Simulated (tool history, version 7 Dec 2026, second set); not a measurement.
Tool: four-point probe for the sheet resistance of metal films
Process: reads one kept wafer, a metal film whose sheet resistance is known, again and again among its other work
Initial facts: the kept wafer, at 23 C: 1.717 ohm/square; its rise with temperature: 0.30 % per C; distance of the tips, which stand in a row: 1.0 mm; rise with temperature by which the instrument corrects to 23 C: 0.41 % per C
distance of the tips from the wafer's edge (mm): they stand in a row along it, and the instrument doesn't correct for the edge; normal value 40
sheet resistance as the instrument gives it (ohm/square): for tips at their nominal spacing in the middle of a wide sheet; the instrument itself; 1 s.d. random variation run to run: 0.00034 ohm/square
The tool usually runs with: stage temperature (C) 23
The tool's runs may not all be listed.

run    hour  stage temperature (C)  distance of the tips from the wafer's edge (mm)  sheet resistance as the instrument gives it (ohm/square)
  1       0                     23                                               40                                                  1.744704
  2      74                     23                                               40                                                  1.745463
  3   154.2                     23                                               40                                                  1.746309
      191.4  -- new probe head fitted
  4   197.5                     23                                               20                                                  1.718605
  5   278.2                     23                                               20                                                  1.719235
  6   332.5                     23                                               20                                                  1.719657
  7   419.7                     23                                               20                                                  1.720556
  8   513.6                     23                                               20                                                  1.721853
  9   604.5                     21                                                8                                                  1.738615
 10   686.7                     25                                               22                                                  1.719311
 11   726.5                     25                                               22                                                  1.719571
 12   768.2                     30                                                7                                                  1.726962
 13   813.7                     30                                                6                                                  1.734426
 14   902.8                     23                                                9                                                  1.734358
 15   980.5                     23                                               69                                                  1.723333
 16  1028.1                     23                                               69                                                  1.723581

Here are 5 independent what-if runs from the current tool condition. What would each one return?
  A  1087.1                     33                                               34                                                         ?
  B  1087.1                     21                                               33                                                         ?
  C  1087.1                     27                                                8                                                         ?
  D  1087.1                     34                                               58                                                         ?
  E  1087.1                     23                                               12                                                         ?

run  sheet resistance as the instrument gives it (ohm/square)
  A                                                  1.708243
  B                                                  1.729387
  C                                                  1.732076
  D                                                  1.705355
  E                                                  1.730646
With no hidden state in the tool, these same runs would have given:
run  sheet resistance as the instrument gives it (ohm/square)
  A                                                  1.700966
  B                                                  1.721971
  C                                                  1.724676
  D                                                  1.698093
  E                                                  1.723234
